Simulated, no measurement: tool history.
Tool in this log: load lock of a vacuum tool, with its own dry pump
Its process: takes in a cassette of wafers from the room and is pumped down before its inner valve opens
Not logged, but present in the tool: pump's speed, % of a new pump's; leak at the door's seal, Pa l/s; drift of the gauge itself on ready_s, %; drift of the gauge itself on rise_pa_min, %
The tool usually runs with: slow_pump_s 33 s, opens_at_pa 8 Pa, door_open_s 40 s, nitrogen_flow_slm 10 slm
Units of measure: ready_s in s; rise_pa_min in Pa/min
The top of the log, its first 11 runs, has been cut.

run,day,slow_pump_s,opens_at_pa,door_open_s,nitrogen_flow_slm,hours that the pump has run since its overhaul,times that the door has closed on its seal,"incoming humidity of the room's air, %",ready_s,rise_pa_min
12,54.296,33,8,40,10,7604,42807,45,60.6,0.021
13,58.967,33,8,40,10,7716,43151,46.2,60.6,0.016
14,62.796,33,8,40,10,7808,43434,45.3,60.4,0.018
15,68.933,33,8,40,10,7955,43886,44.3,60.2,0.019
16,73.533,33,8,40,42,8066,44225,44.1,60.3,0.011
17,78.746,33,8,40,42,8191,44609,44.9,61,0.008
18,83.371,33,8,40,42,8302,44950,38.9,60.7,0.008
19,88.204,33,8,40,42,8418,45306,43,60,0.007
20,92.35,37,8,40,40,8517,45612,45.4,63.7,0.012
21,97.608,33,7,75,10,8643,45999,45.9,61.4,0.03
22,102.733,33,7,75,10,8767,46377,45.7,61.5,0.03
23,108.954,62,14,163,23,8916,46835,47.5,79.6,0.035
24,113.558,62,14,163,23,9026,47175,46.7,78.4,0.037
25,116.592,62,14,163,23,9099,47398,44.3,78.3,0.032
26,119.558,17,14,206,23,9170,47617,45.5,47.3,0.041
27,124.742,33,9,40,10,9295,47999,46.7,60.4,0.015
# day 131.662: door's seal changed, seat wiped
28,131.875,33,16,72,10,9464,16,45.7,57.6,0.025
29,135.717,33,16,72,10,9557,299,48.6,57.8,0.021
30,140.575,33,14,227,8,9673,657,45.8,58.6,0.066
31,143.696,17,8,26,43,9748,887,45.7,49.2,0.008
32,147.204,17,8,26,43,9832,1146,42.5,48.7,0.004
33,153.671,33,8,63,10,9987,1622,46.7,61.1,0.023
34,158.383,33,8,63,10,10101,1970,46.1,60,0.021
35,162.592,38,7,42,45,10202,2280,45.2,64.3,0.009
36,166.342,38,11,48,45,10292,2556,41.8,63,0.007

5 options for the next run, each taken on its own from the tool as it stands now. Forecast them:
# day 167.196: dry pump taken out, an overhauled one fitted
A,171.812,44,11,58,45,111,2941,44.8,?,?
# day 167.196: dry pump taken out, an overhauled one fitted
B,171.812,38,8,48,45,111,2941,47.1,?,?
# day 167.196: dry pump taken out, an overhauled one fitted
C,171.812,38,11,48,11,111,2941,45,?,?
# day 167.196: dry pump taken out, an overhauled one fitted
D,171.812,17,8,123,30,111,2941,49,?,?
# day 167.196: dry pump taken out, an overhauled one fitted
E,171.812,33,8,34,33,111,2941,46,?,?

run,ready_s,rise_pa_min
A,67,0.012
B,63.2,0.005
C,63.1,0.018
D,49.5,0.029
E,60.7,0.009
Had the tool no hidden state, the same runs would have come out as:
run,ready_s,rise_pa_min
A,67,0.012
B,63.2,0.005
C,63.1,0.018
D,49.5,0.028
E,60.7,0.009

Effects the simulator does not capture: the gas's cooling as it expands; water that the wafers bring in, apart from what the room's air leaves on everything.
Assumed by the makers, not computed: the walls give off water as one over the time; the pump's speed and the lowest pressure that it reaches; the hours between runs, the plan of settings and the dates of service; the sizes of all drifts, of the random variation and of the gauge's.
